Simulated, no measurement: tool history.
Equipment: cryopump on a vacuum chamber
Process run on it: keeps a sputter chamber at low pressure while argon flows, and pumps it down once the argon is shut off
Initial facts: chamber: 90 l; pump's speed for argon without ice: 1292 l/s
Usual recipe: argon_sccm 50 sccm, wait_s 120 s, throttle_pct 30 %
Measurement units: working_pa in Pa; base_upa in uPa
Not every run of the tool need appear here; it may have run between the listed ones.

| run | hour | argon_sccm | wait_s | throttle_pct | working_pa | base_upa |
|---|---|---|---|---|---|---|
| 1 | 0.0 | 50 | 120 | 30 | 0.2264 | 1.00 |
| 2 | 76.7 | 50 | 120 | 30 | 0.2288 | 1.14 |
| 3 | 140.3 | 50 | 120 | 30 | 0.2302 | 1.16 |
| 4 | 193.6 | 22 | 120 | 30 | 0.1014 | 1.22 |
| 5 | 271.8 | 22 | 120 | 30 | 0.1039 | 1.27 |
| 6 | 370.0 | 22 | 244 | 30 | 0.1049 | 1.23 |
| 7 | 438.8 | 40 | 120 | 30 | 0.1916 | 1.43 |
| 8 | 532.4 | 53 | 120 | 30 | 0.2579 | 1.49 |
| 9 | 652.5 | 50 | 74 | 30 | 0.2209 | 1.48 |
| 10 | 741.7 | 50 | 74 | 30 | 0.2199 | 1.54 |
| 11 | 833.6 | 50 | 74 | 30 | 0.2244 | 1.58 |
| 12 | 941.7 | 50 | 74 | 30 | 0.2271 | 1.70 |
| 13 | 1027.9 | 50 | 48 | 30 | 0.2291 | 2.01 |
| 14 | 1145.4 | 59 | 48 | 30 | 0.2735 | 2.12 |
| 15 | 1244.5 | 59 | 48 | 30 | 0.2741 | 2.24 |
| 16 | 1303.6 | 59 | 26 | 30 | 0.2801 | 2.97 |
| 17 | 1418.9 | 50 | 120 | 30 | 0.2397 | 2.01 |
| 18 | 1514.0 | 50 | 120 | 30 | 0.2436 | 2.09 |
| 19 | 1568.2 | 50 | 120 | 30 | 0.2179 | 1.69 |
| 20 | 1647.1 | 50 | 36 | 37 | 0.1807 | 2.49 |
| 21 | 1700.8 | 44 | 23 | 19 | 0.3048 | 3.10 |
| 22 | 1776.3 | 34 | 96 | 57 | 0.0815 | 1.94 |
| 23 | 1846.7 | 27 | 54 | 33 | 0.1111 | 2.30 |
| 24 | 1899.2 | 27 | 54 | 33 | 0.1111 | 2.37 |
| 25 | 1987.3 | 27 | 54 | 33 | 0.1115 | 2.48 |
| 26 | 2079.1 | 48 | 88 | 46 | 0.1501 | 2.25 |
| 27 | 2194.1 | 48 | 88 | 46 | 0.1533 | 2.50 |
| 28 | 2271.8 | 20 | 88 | 40 | 0.0734 | 2.44 |
| 29 | 2367.0 | 20 | 35 | 40 | 0.0741 | 3.33 |
| 30 | 2470.4 | 23 | 78 | 35 | 0.0986 | 2.94 |
| 31 | 2543.5 | 64 | 59 | 21 | 0.3999 | 2.48 |
| 32 | 2602.2 | 63 | 24 | 25 | 0.3317 | 3.34 |
| 33 | 2709.8 | 63 | 24 | 18 | 0.4635 | 3.47 |

Removed from this log: 3 entries logged between the listed runs. Between which two listed runs does each belong, and how does the tool's hidden state at the listed run before it compare with that at the listed run after it?
Runs 8 to 9: pump warmed up, emptied and cooled again (hour 603.1)
  pump's speed, % of a pump's without ice: 73.7 -> 98.4; cold plate's temperature, K: 12.52 -> 12.53; leak into the chamber, uPa l/s: 1146 -> 1213
  measured result minus the result with no hidden state, working_pa: +0.0258 -> +0.0017 Pa; base_upa: +0.99 -> +0.74 uPa
Runs 18 to 19: pump warmed up, emptied and cooled again (hour 1560.2)
  pump's speed, % of a pump's without ice: 72.6 -> 99.4; cold plate's temperature, K: 12.66 -> 12.67; leak into the chamber, uPa l/s: 1707 -> 1738
  measured result minus the result with no hidden state, working_pa: +0.0258 -> +0.0013 Pa; base_upa: +1.58 -> +1.14 uPa
Runs 30 to 31: pump warmed up, emptied and cooled again (hour 2517.3)
  pump's speed, % of a pump's without ice: 72.1 -> 98.9; cold plate's temperature, K: 12.8 -> 12.81; leak into the chamber, uPa l/s: 2256 -> 2296
  measured result minus the result with no hidden state, working_pa: +0.0124 -> +0.0023 Pa; base_upa: +2.23 -> +1.61 uPa

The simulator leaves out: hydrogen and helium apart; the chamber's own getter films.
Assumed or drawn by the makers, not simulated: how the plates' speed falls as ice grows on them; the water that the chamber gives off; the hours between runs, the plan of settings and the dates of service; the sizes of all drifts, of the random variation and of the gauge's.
